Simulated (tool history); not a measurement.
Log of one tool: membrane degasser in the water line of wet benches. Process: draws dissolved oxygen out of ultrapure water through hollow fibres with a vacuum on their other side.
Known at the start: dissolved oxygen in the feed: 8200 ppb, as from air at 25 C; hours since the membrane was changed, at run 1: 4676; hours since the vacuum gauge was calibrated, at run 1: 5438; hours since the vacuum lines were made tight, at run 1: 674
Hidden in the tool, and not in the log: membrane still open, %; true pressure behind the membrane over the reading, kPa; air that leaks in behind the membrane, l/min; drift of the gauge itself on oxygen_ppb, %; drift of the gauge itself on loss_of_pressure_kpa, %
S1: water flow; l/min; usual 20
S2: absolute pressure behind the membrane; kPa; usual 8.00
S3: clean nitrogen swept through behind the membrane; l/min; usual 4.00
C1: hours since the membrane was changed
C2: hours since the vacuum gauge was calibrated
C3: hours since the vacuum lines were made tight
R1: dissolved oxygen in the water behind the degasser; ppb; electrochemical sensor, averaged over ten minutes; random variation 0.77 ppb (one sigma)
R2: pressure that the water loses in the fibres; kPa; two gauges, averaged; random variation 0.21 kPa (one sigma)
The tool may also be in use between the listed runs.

{"run": 1, "day": 0.0, "S1": 20, "S2": 8.0, "S3": 4.0, "C1": 4676, "C2": 5438, "C3": 674, "R1": 72.2, "R2": 49.55}
{"day": 1.312, "done": "vacuum gauge calibrated"}
{"run": 2, "day": 6.296, "S1": 20, "S2": 8.0, "S3": 1.91, "C1": 4826, "C2": 120, "C3": 824, "R1": 129.0, "R2": 49.38}
{"run": 3, "day": 11.517, "S1": 20, "S2": 8.0, "S3": 1.91, "C1": 4951, "C2": 245, "C3": 950, "R1": 131.0, "R2": 49.66}
{"run": 4, "day": 18.042, "S1": 20, "S2": 8.0, "S3": 1.91, "C1": 5108, "C2": 401, "C3": 1106, "R1": 132.0, "R2": 49.53}
{"run": 5, "day": 23.242, "S1": 20, "S2": 8.0, "S3": 1.91, "C1": 5233, "C2": 526, "C3": 1231, "R1": 131.9, "R2": 49.53}
{"run": 6, "day": 27.392, "S1": 27, "S2": 8.0, "S3": 1.91, "C1": 5332, "C2": 626, "C3": 1331, "R1": 210.1, "R2": 66.51}
{"run": 7, "day": 32.567, "S1": 27, "S2": 8.0, "S3": 2.26, "C1": 5457, "C2": 750, "C3": 1455, "R1": 193.0, "R2": 66.63}
{"run": 8, "day": 38.858, "S1": 27, "S2": 8.0, "S3": 2.26, "C1": 5608, "C2": 901, "C3": 1606, "R1": 191.4, "R2": 66.82}
{"run": 9, "day": 43.242, "S1": 27, "S2": 8.0, "S3": 2.26, "C1": 5713, "C2": 1006, "C3": 1711, "R1": 190.1, "R2": 66.54}
{"run": 10, "day": 50.338, "S1": 14, "S2": 9.67, "S3": 9.05, "C1": 5883, "C2": 1177, "C3": 1881, "R1": 26.4, "R2": 34.44}
{"run": 11, "day": 56.196, "S1": 16, "S2": 8.06, "S3": 1.97, "C1": 6024, "C2": 1317, "C3": 2022, "R1": 97.5, "R2": 39.55}
{"run": 12, "day": 61.938, "S1": 25, "S2": 8.62, "S3": 11.77, "C1": 6162, "C2": 1455, "C3": 2160, "R1": 71.6, "R2": 61.31}
{"run": 13, "day": 70.517, "S1": 26, "S2": 8.0, "S3": 3.98, "C1": 6367, "C2": 1661, "C3": 2366, "R1": 124.7, "R2": 63.96}
{"run": 14, "day": 74.338, "S1": 25, "S2": 6.22, "S3": 10.61, "C1": 6459, "C2": 1753, "C3": 2457, "R1": 59.2, "R2": 61.65}
{"run": 15, "day": 80.446, "S1": 13, "S2": 6.22, "S3": 4.55, "C1": 6606, "C2": 1899, "C3": 2604, "R1": 22.2, "R2": 32.01}
{"run": 16, "day": 86.762, "S1": 13, "S2": 6.22, "S3": 4.55, "C1": 6757, "C2": 2051, "C3": 2756, "R1": 22.0, "R2": 31.99}
{"run": 17, "day": 94.442, "S1": 16, "S2": 8.0, "S3": 4.0, "C1": 6942, "C2": 2235, "C3": 2940, "R1": 51.1, "R2": 39.9}
{"run": 18, "day": 98.058, "S1": 16, "S2": 8.0, "S3": 4.0, "C1": 7028, "C2": 2322, "C3": 3027, "R1": 49.2, "R2": 39.79}

How the hidden state differs across the entries between the runs, from the last listed run before each to the first after it:
Between runs 1 and 2: vacuum gauge calibrated (day 1.312)
  true pressure behind the membrane over the reading, kPa: 0.01 -> 0

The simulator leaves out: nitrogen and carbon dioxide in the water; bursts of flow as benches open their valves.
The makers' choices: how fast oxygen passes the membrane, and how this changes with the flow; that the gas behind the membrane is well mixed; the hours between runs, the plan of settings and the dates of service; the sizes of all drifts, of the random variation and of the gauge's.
